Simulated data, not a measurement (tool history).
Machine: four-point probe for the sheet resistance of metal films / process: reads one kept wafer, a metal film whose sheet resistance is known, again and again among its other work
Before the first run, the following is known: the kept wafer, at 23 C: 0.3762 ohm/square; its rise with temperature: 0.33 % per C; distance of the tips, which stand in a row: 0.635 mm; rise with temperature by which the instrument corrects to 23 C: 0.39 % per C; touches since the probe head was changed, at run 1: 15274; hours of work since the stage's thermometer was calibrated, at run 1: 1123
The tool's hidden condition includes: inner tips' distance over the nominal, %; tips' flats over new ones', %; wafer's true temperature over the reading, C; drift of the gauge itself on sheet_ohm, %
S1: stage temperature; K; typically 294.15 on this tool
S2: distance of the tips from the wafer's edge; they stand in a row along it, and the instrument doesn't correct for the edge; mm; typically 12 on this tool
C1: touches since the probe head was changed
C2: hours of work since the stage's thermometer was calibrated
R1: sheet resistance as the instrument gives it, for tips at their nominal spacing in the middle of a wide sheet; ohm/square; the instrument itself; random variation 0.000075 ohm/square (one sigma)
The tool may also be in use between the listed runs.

| run | hour | S1 | S2 | C1 | C2 | R1 |
|---|---|---|---|---|---|---|
| 1 | 0.0 | 294.15 | 12 | 15274 | 1123 | 0.378135 |
| 2 | 49.3 | 294.15 | 54 | 16582 | 1145 | 0.377664 |
| 3 | 91.6 | 294.15 | 5 | 17707 | 1164 | 0.380844 |
| 4 | 114.9 | 294.15 | 5 | 18325 | 1174 | 0.380975 |
| 5 | 143.0 | 294.15 | 3 | 19071 | 1187 | 0.386712 |
| 6 | 189.3 | 294.15 | 12 | 20300 | 1207 | 0.378254 |
| 7 | 210.5 | 294.15 | 5 | 20864 | 1217 | 0.380933 |
| 8 | 231.8 | 294.15 | 5 | 21430 | 1226 | 0.381020 |
| 9 | 262.9 | 294.15 | 5 | 22255 | 1240 | 0.381105 |
| 10 | 303.4 | 297.15 | 12 | 23330 | 1258 | 0.377757 |
| 11 | 346.6 | 297.15 | 12 | 24477 | 1277 | 0.377769 |
| 12 | 394.8 | 297.15 | 12 | 25757 | 1299 | 0.377654 |
| 13 | 423.0 | 294.15 | 12 | 26507 | 1311 | 0.378552 |
| 14 | 458.4 | 294.15 | 12 | 27447 | 1327 | 0.378509 |
| 15 | 481.4 | 294.15 | 12 | 28057 | 1337 | 0.378544 |
| 16 | 520.2 | 294.15 | 5 | 29087 | 1354 | 0.381215 |
| 17 | 568.9 | 308.15 | 12 | 30379 | 1376 | 0.375382 |
| 18 | 613.0 | 308.15 | 12 | 31551 | 1396 | 0.375343 |
| 19 | 648.6 | 298.15 | 9 | 32496 | 1411 | 0.378078 |
| 20 | 681.6 | 295.15 | 12 | 33373 | 1426 | 0.378467 |
| 21 | 720.1 | 295.15 | 12 | 34395 | 1443 | 0.378511 |
|  | 723.6 | stage's thermometer calibrated |
| 22 | 748.9 | 295.15 | 12 | 35148 | 11 | 0.378667 |
| 23 | 775.1 | 294.15 | 17 | 35843 | 23 | 0.378595 |
| 24 | 823.5 | 294.15 | 17 | 37128 | 44 | 0.378689 |
| 25 | 856.4 | 305.15 | 12 | 38001 | 59 | 0.376510 |
| 26 | 893.3 | 292.15 | 12 | 38982 | 75 | 0.379666 |
| 27 | 925.5 | 292.15 | 12 | 39836 | 90 | 0.379559 |
| 28 | 969.1 | 297.15 | 13 | 40994 | 109 | 0.378271 |
|  | 997.1 | stage's thermometer calibrated, once more |
| 29 | 1008.8 | 297.15 | 13 | 42035 | 5 | 0.377384 |
| 30 | 1035.0 | 297.15 | 13 | 42731 | 17 | 0.377447 |
| 31 | 1078.9 | 297.15 | 13 | 43897 | 36 | 0.377564 |
| 32 | 1129.4 | 305.15 | 12 | 45238 | 59 | 0.375723 |
| 33 | 1151.5 | 297.15 | 12 | 45823 | 69 | 0.377659 |
| 34 | 1188.1 | 302.15 | 12 | 46796 | 85 | 0.376509 |
| 35 | 1216.0 | 302.15 | 12 | 47537 | 97 | 0.376526 |

Pick out some run-to-run changes in R1. Of each, how much would a tool without hidden state show as well, from the settings, what came in and chance, and how much is left for the hidden state and any gauge scatter not in both results compared?
Run 4 -> 5: S2 5 -> 3. R1 +0.005737 ohm/square: hidden state +0.000038, all else +0.005699.
Run 5 -> 6: S2 3 -> 12. R1 -0.008458 ohm/square: hidden state +0.000019, all else -0.008477.
Run 16 -> 17: S1 294.15 -> 308.15, S2 5 -> 12. R1 -0.005833 ohm/square: hidden state -0.000004, all else -0.005829.
Run 21 -> 22: stage's thermometer calibrated. R1 +0.000156 ohm/square: hidden state +0.000218, all else -0.000062.
Run 25 -> 26: S1 305.15 -> 292.15. R1 +0.003156 ohm/square: hidden state +0.000079, all else +0.003077.
Run 28 -> 29: stage's thermometer calibrated, once more. R1 -0.000887 ohm/square: hidden state -0.000874, all else -0.000013.

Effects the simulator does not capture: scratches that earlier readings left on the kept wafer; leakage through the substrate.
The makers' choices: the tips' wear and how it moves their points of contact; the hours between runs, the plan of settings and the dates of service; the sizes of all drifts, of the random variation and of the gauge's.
